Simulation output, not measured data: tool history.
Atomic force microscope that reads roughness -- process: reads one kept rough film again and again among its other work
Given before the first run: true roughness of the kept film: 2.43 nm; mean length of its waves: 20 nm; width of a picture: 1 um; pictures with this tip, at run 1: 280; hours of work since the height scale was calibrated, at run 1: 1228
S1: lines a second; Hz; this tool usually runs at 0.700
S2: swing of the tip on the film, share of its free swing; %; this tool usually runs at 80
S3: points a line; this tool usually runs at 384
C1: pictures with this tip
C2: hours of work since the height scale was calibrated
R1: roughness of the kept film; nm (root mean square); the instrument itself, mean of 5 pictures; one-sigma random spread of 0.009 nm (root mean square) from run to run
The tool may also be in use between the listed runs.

run 1 hour=0.0 | S1=0.700 S2=80 S3=384 | C1=280 C2=1228 | R1=1.788
run 2 hour=30.6 | S1=0.700 S2=80 S3=384 | C1=323 C2=1251 | R1=1.769
-- hour=37.8 new tip fitted
run 3 hour=88.8 | S1=0.700 S2=80 S3=384 | C1=71 C2=1294 | R1=1.923
run 4 hour=135.9 | S1=0.700 S2=80 S3=384 | C1=137 C2=1329 | R1=1.880
run 5 hour=181.7 | S1=0.700 S2=80 S3=384 | C1=202 C2=1362 | R1=1.853
run 6 hour=224.5 | S1=0.700 S2=78 S3=384 | C1=262 C2=1394 | R1=1.821
run 7 hour=260.9 | S1=0.700 S2=78 S3=384 | C1=313 C2=1421 | R1=1.782
-- hour=274.0 new tip fitted
run 8 hour=321.6 | S1=3.840 S2=80 S3=384 | C1=66 C2=1466 | R1=1.569
run 9 hour=355.9 | S1=0.700 S2=80 S3=384 | C1=115 C2=1491 | R1=1.897
run 10 hour=402.7 | S1=1.021 S2=80 S3=384 | C1=180 C2=1526 | R1=1.828
-- hour=408.9 height scale calibrated on a step standard
run 11 hour=444.1 | S1=1.021 S2=80 S3=384 | C1=237 C2=26 | R1=1.782
run 12 hour=482.9 | S1=1.021 S2=80 S3=384 | C1=292 C2=55 | R1=1.753
-- hour=511.2 new tip fitted
run 13 hour=514.5 | S1=0.700 S2=80 S3=811 | C1=4 C2=78 | R1=2.016
run 14 hour=577.0 | S1=0.700 S2=59 S3=811 | C1=92 C2=124 | R1=2.032
run 15 hour=626.9 | S1=2.496 S2=80 S3=384 | C1=162 C2=161 | R1=1.670
run 16 hour=662.2 | S1=2.496 S2=80 S3=888 | C1=212 C2=187 | R1=1.656
run 17 hour=711.0 | S1=0.700 S2=80 S3=384 | C1=280 C2=223 | R1=1.815
-- hour=734.9 height scale calibrated on a step standard, once more
-- hour=749.5 new tip fitted
run 18 hour=761.1 | S1=0.700 S2=80 S3=384 | C1=17 C2=19 | R1=2.013
run 19 hour=795.0 | S1=0.700 S2=80 S3=450 | C1=64 C2=44 | R1=1.980
run 20 hour=829.7 | S1=0.700 S2=80 S3=450 | C1=113 C2=70 | R1=1.947
run 21 hour=872.4 | S1=0.700 S2=80 S3=450 | C1=173 C2=101 | R1=1.898
run 22 hour=914.5 | S1=0.700 S2=80 S3=450 | C1=232 C2=133 | R1=1.871
run 23 hour=940.7 | S1=0.700 S2=80 S3=450 | C1=269 C2=152 | R1=1.842
-- hour=984.9 new tip fitted
run 24 hour=992.1 | S1=1.649 S2=67 S3=320 | C1=10 C2=190 | R1=1.976
run 25 hour=1051.6 | S1=1.649 S2=67 S3=320 | C1=94 C2=234 | R1=1.944
run 26 hour=1112.7 | S1=1.547 S2=67 S3=364 | C1=180 C2=279 | R1=1.886
run 27 hour=1156.6 | S1=2.321 S2=80 S3=856 | C1=241 C2=311 | R1=1.694
run 28 hour=1209.3 | S1=0.686 S2=80 S3=384 | C1=315 C2=350 | R1=1.826
-- hour=1221.3 new tip fitted
run 29 hour=1246.1 | S1=0.700 S2=75 S3=384 | C1=34 C2=377 | R1=2.007
run 30 hour=1306.3 | S1=2.300 S2=75 S3=422 | C1=119 C2=422 | R1=1.794
run 31 hour=1367.4 | S1=2.300 S2=75 S3=422 | C1=205 C2=467 | R1=1.734
run 32 hour=1423.3 | S1=0.640 S2=72 S3=469 | C1=283 C2=508 | R1=1.867
-- hour=1460.5 new tip fitted
run 33 hour=1482.8 | S1=1.002 S2=64 S3=469 | C1=31 C2=552 | R1=2.040
run 34 hour=1542.1 | S1=2.916 S2=80 S3=714 | C1=115 C2=596 | R1=1.686
run 35 hour=1579.0 | S1=3.317 S2=86 S3=384 | C1=166 C2=623 | R1=1.485
run 36 hour=1608.9 | S1=1.920 S2=63 S3=286 | C1=208 C2=645 | R1=1.817

Take each entry between the runs: how does the hidden state at the last listed run before it differ from the hidden state at the first listed run after it?
After run 2, before run 3: new tip fitted (hour 37.8)
  radius of the tip, nm: 11.7 -> 6.8; height scale over the true one, %: -0.91 -> -0.94
  what was measured, less what the result would be without the hidden state, R1: -0.273 -> -0.093 nm (root mean square)
After run 7, before run 8: new tip fitted (hour 274.0)
  radius of the tip, nm: 11 -> 6.7; height scale over the true one, %: -1.05 -> -1.08
  what was measured, less what the result would be without the hidden state, R1: -0.249 -> -0.076 nm (root mean square)
After run 10, before run 11: height scale calibrated on a step standard (hour 408.9)
  radius of the tip, nm: 8.6 -> 9.6; height scale over the true one, %: -1.13 -> -1.36
  what was measured, less what the result would be without the hidden state, R1: -0.164 -> -0.204 nm (root mean square)
After run 12, before run 13: new tip fitted (hour 511.2)
  radius of the tip, nm: 10.6 -> 5.1; height scale over the true one, %: -1.38 -> -1.4
  what was measured, less what the result would be without the hidden state, R1: -0.237 -> -0.035 nm (root mean square)
After run 17, before run 18: height scale calibrated on a step standard, once more (hour 734.9); new tip fitted (hour 749.5)
  radius of the tip, nm: 9.9 -> 5.5; height scale over the true one, %: -1.52 -> -0.07
  what was measured, less what the result would be without the hidden state, R1: -0.221 -> -0.022 nm (root mean square)
After run 23, before run 24: new tip fitted (hour 984.9)
  radius of the tip, nm: 10 -> 5.2; height scale over the true one, %: -0.18 -> -0.21
  what was measured, less what the result would be without the hidden state, R1: -0.199 -> -0.014 nm (root mean square)
After run 28, before run 29: new tip fitted (hour 1221.3)
  radius of the tip, nm: 10.3 -> 6; height scale over the true one, %: -0.34 -> -0.36
  what was measured, less what the result would be without the hidden state, R1: -0.213 -> -0.050 nm (root mean square)
After run 32, before run 33: new tip fitted (hour 1460.5)
  radius of the tip, nm: 10.4 -> 5.8; height scale over the true one, %: -0.47 -> -0.5
  what was measured, less what the result would be without the hidden state, R1: -0.225 -> -0.044 nm (root mean square)

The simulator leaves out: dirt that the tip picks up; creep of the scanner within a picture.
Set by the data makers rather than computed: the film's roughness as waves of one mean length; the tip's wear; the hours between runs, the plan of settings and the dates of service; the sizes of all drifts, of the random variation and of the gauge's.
